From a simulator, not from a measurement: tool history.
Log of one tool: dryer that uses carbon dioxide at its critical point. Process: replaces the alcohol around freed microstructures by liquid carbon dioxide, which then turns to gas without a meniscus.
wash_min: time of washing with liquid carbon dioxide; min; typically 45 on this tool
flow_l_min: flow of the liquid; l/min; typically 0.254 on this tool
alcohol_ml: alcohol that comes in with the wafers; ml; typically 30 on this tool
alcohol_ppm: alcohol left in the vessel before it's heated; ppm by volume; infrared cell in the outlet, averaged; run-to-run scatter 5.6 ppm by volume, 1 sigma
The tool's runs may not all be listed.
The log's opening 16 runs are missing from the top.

{"run": 17, "hour": 523.9, "wash_min": 45, "flow_l_min": 0.254, "alcohol_ml": 30, "alcohol_ppm": 383}
{"run": 18, "hour": 568.4, "wash_min": 45, "flow_l_min": 0.254, "alcohol_ml": 37, "alcohol_ppm": 436}
{"run": 19, "hour": 592.8, "wash_min": 45, "flow_l_min": 0.254, "alcohol_ml": 37, "alcohol_ppm": 448}
{"hour": 611.9, "done": "inlet filter changed"}
{"run": 20, "hour": 646.9, "wash_min": 42, "flow_l_min": 0.254, "alcohol_ml": 30, "alcohol_ppm": 370}
{"run": 21, "hour": 688.0, "wash_min": 42, "flow_l_min": 0.254, "alcohol_ml": 30, "alcohol_ppm": 396}
{"run": 22, "hour": 722.6, "wash_min": 38, "flow_l_min": 0.254, "alcohol_ml": 30, "alcohol_ppm": 515}
{"run": 23, "hour": 757.4, "wash_min": 38, "flow_l_min": 0.254, "alcohol_ml": 30, "alcohol_ppm": 518}
{"hour": 770.7, "done": "purifier's bed changed"}
{"run": 24, "hour": 789.1, "wash_min": 33, "flow_l_min": 0.16, "alcohol_ml": 57, "alcohol_ppm": 3487}
{"run": 25, "hour": 836.7, "wash_min": 33, "flow_l_min": 0.16, "alcohol_ml": 57, "alcohol_ppm": 3597}
{"run": 26, "hour": 878.2, "wash_min": 33, "flow_l_min": 0.16, "alcohol_ml": 57, "alcohol_ppm": 3605}
{"run": 27, "hour": 916.7, "wash_min": 33, "flow_l_min": 0.324, "alcohol_ml": 57, "alcohol_ppm": 538}
{"run": 28, "hour": 942.8, "wash_min": 33, "flow_l_min": 0.324, "alcohol_ml": 57, "alcohol_ppm": 567}
{"run": 29, "hour": 975.6, "wash_min": 33, "flow_l_min": 0.324, "alcohol_ml": 57, "alcohol_ppm": 562}
{"run": 30, "hour": 1014.2, "wash_min": 45, "flow_l_min": 0.254, "alcohol_ml": 63, "alcohol_ppm": 476}
{"run": 31, "hour": 1040.9, "wash_min": 52, "flow_l_min": 0.357, "alcohol_ml": 32, "alcohol_ppm": 58}
{"run": 32, "hour": 1078.7, "wash_min": 43, "flow_l_min": 0.197, "alcohol_ml": 99, "alcohol_ppm": 2051}
{"run": 33, "hour": 1121.5, "wash_min": 60, "flow_l_min": 0.42, "alcohol_ml": 54, "alcohol_ppm": 50}
{"run": 34, "hour": 1161.0, "wash_min": 60, "flow_l_min": 0.42, "alcohol_ml": 54, "alcohol_ppm": 64}
{"run": 35, "hour": 1183.9, "wash_min": 56, "flow_l_min": 0.254, "alcohol_ml": 31, "alcohol_ppm": 141}

Predict each of these 3 candidate next runs independently; none follows another, all start after run 35:
{"run": "A", "hour": 1222.9, "wash_min": 56, "flow_l_min": 0.254, "alcohol_ml": 96, "alcohol_ppm": "?"}
{"run": "B", "hour": 1222.9, "wash_min": 35, "flow_l_min": 0.413, "alcohol_ml": 31, "alcohol_ppm": "?"}
{"run": "C", "hour": 1222.9, "wash_min": 61, "flow_l_min": 0.352, "alcohol_ml": 31, "alcohol_ppm": "?"}

run=A alcohol_ppm=328
run=B alcohol_ppm=156
run=C alcohol_ppm=64
Without the tool's hidden state the same runs would have given:
run=A alcohol_ppm=167
run=B alcohol_ppm=63
run=C alcohol_ppm=1

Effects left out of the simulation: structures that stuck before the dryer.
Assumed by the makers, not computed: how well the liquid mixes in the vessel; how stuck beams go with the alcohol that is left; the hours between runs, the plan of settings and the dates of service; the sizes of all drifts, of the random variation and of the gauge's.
